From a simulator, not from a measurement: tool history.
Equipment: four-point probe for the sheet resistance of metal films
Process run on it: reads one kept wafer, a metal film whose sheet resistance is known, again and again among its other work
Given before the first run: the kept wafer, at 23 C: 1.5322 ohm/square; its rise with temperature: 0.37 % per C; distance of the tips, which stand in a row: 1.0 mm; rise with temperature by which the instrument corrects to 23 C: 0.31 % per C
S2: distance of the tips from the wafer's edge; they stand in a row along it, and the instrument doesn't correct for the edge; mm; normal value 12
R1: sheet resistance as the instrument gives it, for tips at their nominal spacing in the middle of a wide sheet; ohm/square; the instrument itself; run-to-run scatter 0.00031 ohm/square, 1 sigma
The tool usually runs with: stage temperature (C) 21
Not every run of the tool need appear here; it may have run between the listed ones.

Run 1, day 0: usual settings. Result: R1 1.536382 ohm/square.
Run 2, day 2.817: usual settings. Result: R1 1.536171 ohm/square.
Run 3, day 6.033: usual settings but stage temperature (C) 33. Result: R1 1.546323 ohm/square.
Run 4, day 7.8: usual settings but S2 51 mm. Result: R1 1.530767 ohm/square.
Run 5, day 11.038: usual settings but S2 51 mm. Result: R1 1.531655 ohm/square.
Run 6, day 13.721: usual settings. Result: R1 1.536574 ohm/square.
Run 7, day 15.812: usual settings. Result: R1 1.536485 ohm/square.
Run 8, day 18.525: usual settings. Result: R1 1.536109 ohm/square.
Run 9, day 21.942: usual settings. Result: R1 1.535526 ohm/square.
Run 10, day 25.267: usual settings. Result: R1 1.53621 ohm/square.
Run 11, day 27.054: usual settings. Result: R1 1.536458 ohm/square.
Run 12, day 28.833: usual settings. Result: R1 1.535996 ohm/square.
Run 13, day 32.225: usual settings. Result: R1 1.536917 ohm/square.
Run 14, day 33.962: usual settings. Result: R1 1.53657 ohm/square.
Run 15, day 36.679: usual settings but stage temperature (C) 34. Result: R1 1.546934 ohm/square.
Run 16, day 38.192: usual settings but stage temperature (C) 34, S2 21 mm. Result: R1 1.54295 ohm/square.
Run 17, day 40.775: usual settings but stage temperature (C) 34, S2 21 mm. Result: R1 1.54328 ohm/square.
Run 18, day 43.3: usual settings but stage temperature (C) 34, S2 21 mm. Result: R1 1.543757 ohm/square.
Run 19, day 45.312: usual settings. Result: R1 1.536269 ohm/square.
Run 20, day 47.129: usual settings. Result: R1 1.536534 ohm/square.
Run 21, day 49.3: usual settings. Result: R1 1.536388 ohm/square.
Run 22, day 52.533: usual settings but stage temperature (C) 27. Result: R1 1.541606 ohm/square.
Run 23, day 54.875: usual settings but S2 20 mm. Result: R1 1.532818 ohm/square.
Run 24, day 56.467: usual settings but S2 20 mm. Result: R1 1.532484 ohm/square.
Run 25, day 58.458: usual settings but stage temperature (C) 31, S2 6 mm. Result: R1 1.561121 ohm/square.
Run 26, day 60.275: usual settings but stage temperature (C) 30, S2 6 mm. Result: R1 1.560645 ohm/square.
Run 27, day 63.367: usual settings but stage temperature (C) 24, S2 8 mm. Result: R1 1.546013 ohm/square.
Run 28, day 66.229: usual settings but stage temperature (C) 35, S2 10 mm. Result: R1 1.549412 ohm/square.
Run 29, day 67.683: usual settings but stage temperature (C) 20, S2 24 mm. Result: R1 1.530935 ohm/square.
Run 30, day 69.779: usual settings but stage temperature (C) 20, S2 24 mm. Result: R1 1.531297 ohm/square.
Run 31, day 72.375: usual settings but stage temperature (C) 20, S2 24 mm. Result: R1 1.531016 ohm/square.
Run 32, day 74.438: usual settings but stage temperature (C) 25, S2 9 mm. Result: R1 1.544335 ohm/square.
Run 33, day 77.904: usual settings but stage temperature (C) 32, S2 7 mm. Result: R1 1.556323 ohm/square.
Run 34, day 80.312: usual settings but stage temperature (C) 32, S2 7 mm. Result: R1 1.556198 ohm/square.
At day 83.483: stage's thermometer calibrated.
Run 35, day 83.483: usual settings but stage temperature (C) 24, S2 4 mm. Result: R1 1.582756 ohm/square.
Run 36, day 86.188: usual settings but stage temperature (C) 32, S2 58 mm. Result: R1 1.539831 ohm/square.
Run 37, day 88.25: usual settings but stage temperature (C) 32, S2 58 mm. Result: R1 1.539286 ohm/square.

Run 38 has not been measured yet. What should we expect?
Run 38, day 89.808: usual settings but stage temperature (C) 33, S2 7 mm. Result: R1 ?.

{"run 38": {"R1": 1.557082}}
If the tool had no hidden condition, the same run with the same run-to-run variation would have returned R1 1.556961 ohm/square.
